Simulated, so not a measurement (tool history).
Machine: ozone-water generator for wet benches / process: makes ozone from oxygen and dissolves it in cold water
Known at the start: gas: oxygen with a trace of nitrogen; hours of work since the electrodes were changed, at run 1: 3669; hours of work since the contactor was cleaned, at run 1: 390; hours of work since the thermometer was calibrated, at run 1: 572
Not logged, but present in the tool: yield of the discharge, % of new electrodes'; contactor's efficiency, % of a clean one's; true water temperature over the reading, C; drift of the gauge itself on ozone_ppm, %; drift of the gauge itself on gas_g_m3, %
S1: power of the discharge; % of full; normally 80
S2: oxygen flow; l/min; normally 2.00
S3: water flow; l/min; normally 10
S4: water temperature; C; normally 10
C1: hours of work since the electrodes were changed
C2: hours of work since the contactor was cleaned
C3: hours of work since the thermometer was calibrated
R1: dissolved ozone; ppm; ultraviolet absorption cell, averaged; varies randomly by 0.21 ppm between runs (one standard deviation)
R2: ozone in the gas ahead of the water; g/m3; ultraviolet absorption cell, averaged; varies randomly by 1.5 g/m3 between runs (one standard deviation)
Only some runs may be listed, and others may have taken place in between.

{"run": 1, "hour": 0.0, "S1": 80, "S2": 2.0, "S3": 10, "S4": 10, "C1": 3669, "C2": 390, "C3": 572, "R1": 30.6, "R2": 275.2}
{"run": 2, "hour": 167.9, "S1": 80, "S2": 2.0, "S3": 10, "S4": 10, "C1": 3796, "C2": 518, "C3": 700, "R1": 30.5, "R2": 277.9}
{"run": 3, "hour": 347.8, "S1": 80, "S2": 2.0, "S3": 10, "S4": 10, "C1": 3933, "C2": 655, "C3": 837, "R1": 30.5, "R2": 277.2}
{"run": 4, "hour": 447.8, "S1": 80, "S2": 2.0, "S3": 10, "S4": 10, "C1": 4010, "C2": 731, "C3": 913, "R1": 30.3, "R2": 276.4}
{"run": 5, "hour": 588.5, "S1": 80, "S2": 2.0, "S3": 10, "S4": 10, "C1": 4117, "C2": 838, "C3": 1020, "R1": 30.8, "R2": 274.0}
{"run": 6, "hour": 704.2, "S1": 80, "S2": 2.0, "S3": 10, "S4": 10, "C1": 4205, "C2": 926, "C3": 1108, "R1": 30.5, "R2": 276.7}
{"run": 7, "hour": 893.4, "S1": 80, "S2": 2.0, "S3": 10, "S4": 10, "C1": 4349, "C2": 1070, "C3": 1252, "R1": 30.6, "R2": 272.7}
{"run": 8, "hour": 975.6, "S1": 80, "S2": 2.0, "S3": 10, "S4": 10, "C1": 4412, "C2": 1133, "C3": 1315, "R1": 30.5, "R2": 275.2}
{"run": 9, "hour": 1100.0, "S1": 58, "S2": 2.0, "S3": 10, "S4": 10, "C1": 4506, "C2": 1228, "C3": 1410, "R1": 23.0, "R2": 209.6}
{"run": 10, "hour": 1221.7, "S1": 80, "S2": 1.62, "S3": 10, "S4": 10, "C1": 4599, "C2": 1320, "C3": 1502, "R1": 29.4, "R2": 307.7}
{"run": 11, "hour": 1403.2, "S1": 80, "S2": 1.62, "S3": 10, "S4": 10, "C1": 4737, "C2": 1459, "C3": 1641, "R1": 29.3, "R2": 307.3}
{"run": 12, "hour": 1513.6, "S1": 80, "S2": 2.0, "S3": 10, "S4": 10, "C1": 4822, "C2": 1543, "C3": 1725, "R1": 30.9, "R2": 273.7}
{"run": 13, "hour": 1643.4, "S1": 69, "S2": 2.0, "S3": 10, "S4": 10, "C1": 4920, "C2": 1642, "C3": 1824, "R1": 27.0, "R2": 241.9}
{"run": 14, "hour": 1834.5, "S1": 69, "S2": 2.0, "S3": 10, "S4": 10, "C1": 5066, "C2": 1787, "C3": 1969, "R1": 26.6, "R2": 237.1}
{"run": 15, "hour": 2013.4, "S1": 69, "S2": 2.0, "S3": 10, "S4": 10, "C1": 5202, "C2": 1923, "C3": 2105, "R1": 27.2, "R2": 240.6}
{"run": 16, "hour": 2191.5, "S1": 69, "S2": 1.79, "S3": 10, "S4": 10, "C1": 5338, "C2": 2059, "C3": 2241, "R1": 26.1, "R2": 254.8}

The next listed run, before its measurement:
{"run": 17, "hour": 2375.4, "S1": 69, "S2": 1.79, "S3": 10, "S4": 10, "C1": 5478, "C2": 2199, "C3": 2381, "R1": "?", "R2": "?"}

R1: 26.4 ppm
R2: 255.0 g/m3
On a tool with no hidden condition, and with the same random variation, this run would have come out at R1 26.4 ppm, R2 258.4 g/m3.
